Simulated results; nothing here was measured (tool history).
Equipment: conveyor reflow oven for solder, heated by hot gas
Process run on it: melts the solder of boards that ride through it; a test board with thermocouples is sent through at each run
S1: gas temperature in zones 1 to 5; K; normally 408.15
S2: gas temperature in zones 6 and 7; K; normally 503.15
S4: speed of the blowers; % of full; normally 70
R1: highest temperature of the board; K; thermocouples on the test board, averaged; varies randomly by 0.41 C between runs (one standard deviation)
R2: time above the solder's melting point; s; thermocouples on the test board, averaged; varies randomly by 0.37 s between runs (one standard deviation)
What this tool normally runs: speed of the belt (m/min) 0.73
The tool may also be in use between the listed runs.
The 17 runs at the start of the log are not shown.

Run 18, day 9.308: usual settings. Result: R1 478.15 K, R2 32.6 s.
Run 19, day 9.704: usual settings but S2 492.15 K, speed of the belt (m/min) 0.637, S4 62 % of full. Result: R1 472.15 K, R2 31.5 s.
Run 20, day 10.067: usual settings but S1 416.15 K, S2 492.15 K, speed of the belt (m/min) 0.633, S4 62 % of full. Result: R1 473.55 K, R2 36 s.
Run 21, day 10.542: usual settings but S1 416.15 K, S2 501.15 K, speed of the belt (m/min) 0.79. Result: R1 475.85 K, R2 28.4 s.
Run 22, day 10.942: usual settings but S1 416.15 K, S2 496.15 K, speed of the belt (m/min) 0.79. Result: R1 471.25 K, R2 25 s.
Run 23, day 11.379: usual settings but S1 420.15 K, S2 496.15 K, speed of the belt (m/min) 0.849, S4 56 % of full. Result: R1 466.85 K, R2 18.5 s.
At day 12.254: flux residue cleaned out of gas plates and filters, once more.
Run 24, day 12.288: usual settings but S1 415.15 K, speed of the belt (m/min) 0.84, S4 79 % of full. Result: R1 479.85 K, R2 31 s.
Run 25, day 12.771: usual settings but S2 499.15 K, S4 87 % of full. Result: R1 480.75 K, R2 35.9 s.
Run 26, day 13.467: usual settings but S1 416.15 K, S2 499.15 K, S4 73 % of full. Result: R1 480.05 K, R2 37.9 s.
Run 27, day 13.954: usual settings but S1 416.15 K, S2 499.15 K, S4 73 % of full. Result: R1 481.05 K, R2 37.4 s.
Run 28, day 14.458: usual settings but S1 416.15 K, S2 499.15 K, S4 73 % of full. Result: R1 479.35 K, R2 37.7 s.
Run 29, day 15.112: usual settings but S1 395.15 K, S2 495.15 K, speed of the belt (m/min) 0.612, S4 73 % of full. Result: R1 478.65 K, R2 38.5 s.
Run 30, day 15.588: usual settings but S1 395.15 K, S2 495.15 K, speed of the belt (m/min) 0.858, S4 73 % of full. Result: R1 465.25 K, R2 14.2 s.
Run 31, day 15.917: usual settings but S1 406.15 K, S2 495.15 K, speed of the belt (m/min) 0.858, S4 53 % of full. Result: R1 464.05 K, R2 12.6 s.
Run 32, day 16.533: usual settings but S1 406.15 K, S2 495.15 K, speed of the belt (m/min) 0.858, S4 53 % of full. Result: R1 464.95 K, R2 11.9 s.

3 options for the next run, each taken on its own from the tool as it stands now. Forecast them:
Run A, day 17.179: usual settings but S2 504.15 K, speed of the belt (m/min) 0.801, S4 74 % of full. Result: R1 ?, R2 ?.
Run B, day 17.179: usual settings but S1 406.15 K, S2 501.15 K, speed of the belt (m/min) 0.763, S4 53 % of full. Result: R1 ?, R2 ?.
Run C, day 17.179: usual settings but S1 420.15 K, S2 491.15 K. Result: R1 ?, R2 ?.

run      R1    R2
  A  478.85  30.8
  B  473.75  26.5
  C  473.45  32.3
What these runs would have given with no unlogged condition in the tool:
run      R1    R2
  A  481.05  32.3
  B  475.85  28.4
  C  475.55  34.3
